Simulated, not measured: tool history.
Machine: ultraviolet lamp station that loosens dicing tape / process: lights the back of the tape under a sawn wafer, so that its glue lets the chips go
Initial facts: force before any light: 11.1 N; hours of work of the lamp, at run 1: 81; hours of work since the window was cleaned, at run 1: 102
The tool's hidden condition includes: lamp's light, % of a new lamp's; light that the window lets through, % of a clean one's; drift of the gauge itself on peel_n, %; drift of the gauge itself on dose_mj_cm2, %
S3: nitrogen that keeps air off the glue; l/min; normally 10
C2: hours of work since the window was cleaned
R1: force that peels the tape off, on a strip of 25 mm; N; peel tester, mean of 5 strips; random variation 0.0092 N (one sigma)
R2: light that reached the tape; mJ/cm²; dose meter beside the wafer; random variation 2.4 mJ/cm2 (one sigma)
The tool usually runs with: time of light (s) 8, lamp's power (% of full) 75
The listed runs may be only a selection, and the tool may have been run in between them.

run 1 hour=0 | time_of_light_(s)=8 lamp's_power_(%_of_full)=75 S3=10 | hours_of_work_of_the_lamp=81 C2=102 | R1=0.444 R2=245
run 2 hour=14.1 | time_of_light_(s)=8 lamp's_power_(%_of_full)=75 S3=10 | hours_of_work_of_the_lamp=90 C2=111 | R1=0.462 R2=243
run 3 hour=32.9 | time_of_light_(s)=8 lamp's_power_(%_of_full)=75 S3=10 | hours_of_work_of_the_lamp=102 C2=124 | R1=0.464 R2=241
run 4 hour=45 | time_of_light_(s)=8 lamp's_power_(%_of_full)=75 S3=10 | hours_of_work_of_the_lamp=110 C2=132 | R1=0.465 R2=236
run 5 hour=58.8 | time_of_light_(s)=8 lamp's_power_(%_of_full)=75 S3=10 | hours_of_work_of_the_lamp=119 C2=141 | R1=0.476 R2=241
run 6 hour=76 | time_of_light_(s)=8 lamp's_power_(%_of_full)=74 S3=10 | hours_of_work_of_the_lamp=131 C2=152 | R1=0.502 R2=236
run 7 hour=93.7 | time_of_light_(s)=8 lamp's_power_(%_of_full)=74 S3=10 | hours_of_work_of_the_lamp=142 C2=164 | R1=0.486 R2=229
run 8 hour=114.8 | time_of_light_(s)=5 lamp's_power_(%_of_full)=74 S3=10 | hours_of_work_of_the_lamp=156 C2=177 | R1=1.38 R2=148
run 9 hour=128.1 | time_of_light_(s)=5 lamp's_power_(%_of_full)=74 S3=10 | hours_of_work_of_the_lamp=165 C2=186 | R1=1.471 R2=143
run 10 hour=146.1 | time_of_light_(s)=8 lamp's_power_(%_of_full)=75 S3=10 | hours_of_work_of_the_lamp=177 C2=198 | R1=0.512 R2=232
run 11 hour=162 | time_of_light_(s)=8 lamp's_power_(%_of_full)=75 S3=10 | hours_of_work_of_the_lamp=187 C2=208 | R1=0.503 R2=229
run 12 hour=172 | time_of_light_(s)=8 lamp's_power_(%_of_full)=75 S3=10 | hours_of_work_of_the_lamp=194 C2=215 | R1=0.51 R2=230
run 13 hour=190.6 | time_of_light_(s)=8 lamp's_power_(%_of_full)=75 S3=10 | hours_of_work_of_the_lamp=206 C2=227 | R1=0.518 R2=228
run 14 hour=207.9 | time_of_light_(s)=8 lamp's_power_(%_of_full)=75 S3=3 | hours_of_work_of_the_lamp=217 C2=239 | R1=1.152 R2=228
run 15 hour=223.3 | time_of_light_(s)=8 lamp's_power_(%_of_full)=75 S3=3 | hours_of_work_of_the_lamp=227 C2=249 | R1=1.175 R2=224
run 16 hour=233.5 | time_of_light_(s)=8 lamp's_power_(%_of_full)=75 S3=3 | hours_of_work_of_the_lamp=234 C2=255 | R1=1.208 R2=224
run 17 hour=250.7 | time_of_light_(s)=5 lamp's_power_(%_of_full)=67 S3=6 | hours_of_work_of_the_lamp=245 C2=267 | R1=2.435 R2=126
run 18 hour=264.6 | time_of_light_(s)=5 lamp's_power_(%_of_full)=75 S3=10 | hours_of_work_of_the_lamp=254 C2=276 | R1=1.528 R2=134
run 19 hour=280.6 | time_of_light_(s)=7 lamp's_power_(%_of_full)=78 S3=7 | hours_of_work_of_the_lamp=265 C2=286 | R1=0.875 R2=194
run 20 hour=295 | time_of_light_(s)=7 lamp's_power_(%_of_full)=63 S3=17 | hours_of_work_of_the_lamp=274 C2=296 | R1=0.9 R2=158
run 21 hour=305.7 | time_of_light_(s)=7 lamp's_power_(%_of_full)=61 S3=19 | hours_of_work_of_the_lamp=281 C2=303 | R1=0.939 R2=154
run 22 hour=324.8 | time_of_light_(s)=4 lamp's_power_(%_of_full)=66 S3=10 | hours_of_work_of_the_lamp=294 C2=315 | R1=2.859 R2=95
run 23 hour=338.8 | time_of_light_(s)=4 lamp's_power_(%_of_full)=66 S3=10 | hours_of_work_of_the_lamp=303 C2=324 | R1=2.842 R2=96
run 24 hour=352.6 | time_of_light_(s)=8 lamp's_power_(%_of_full)=81 S3=19 | hours_of_work_of_the_lamp=312 C2=334 | R1=0.367 R2=230
run 25 hour=365.8 | time_of_light_(s)=8 lamp's_power_(%_of_full)=81 S3=19 | hours_of_work_of_the_lamp=321 C2=342 | R1=0.379 R2=225

Forecast each of these 3 alternatives for the next run:
run A hour=384.3 | time_of_light_(s)=8 lamp's_power_(%_of_full)=81 S3=5 | hours_of_work_of_the_lamp=333 C2=354 | R1=? R2=?
run B hour=384.3 | time_of_light_(s)=5 lamp's_power_(%_of_full)=72 S3=7 | hours_of_work_of_the_lamp=333 C2=354 | R1=? R2=?
run C hour=384.3 | time_of_light_(s)=5 lamp's_power_(%_of_full)=82 S3=8 | hours_of_work_of_the_lamp=333 C2=354 | R1=? R2=?

run=A R1=0.855 R2=225
run=B R1=2.162 R2=123
run=C R1=1.63 R2=146
With the hidden condition removed and each run's random variation left untouched, the same runs would have given:
run=A R1=0.52 R2=279
run=B R1=1.495 R2=152
run=C R1=1.071 R2=180
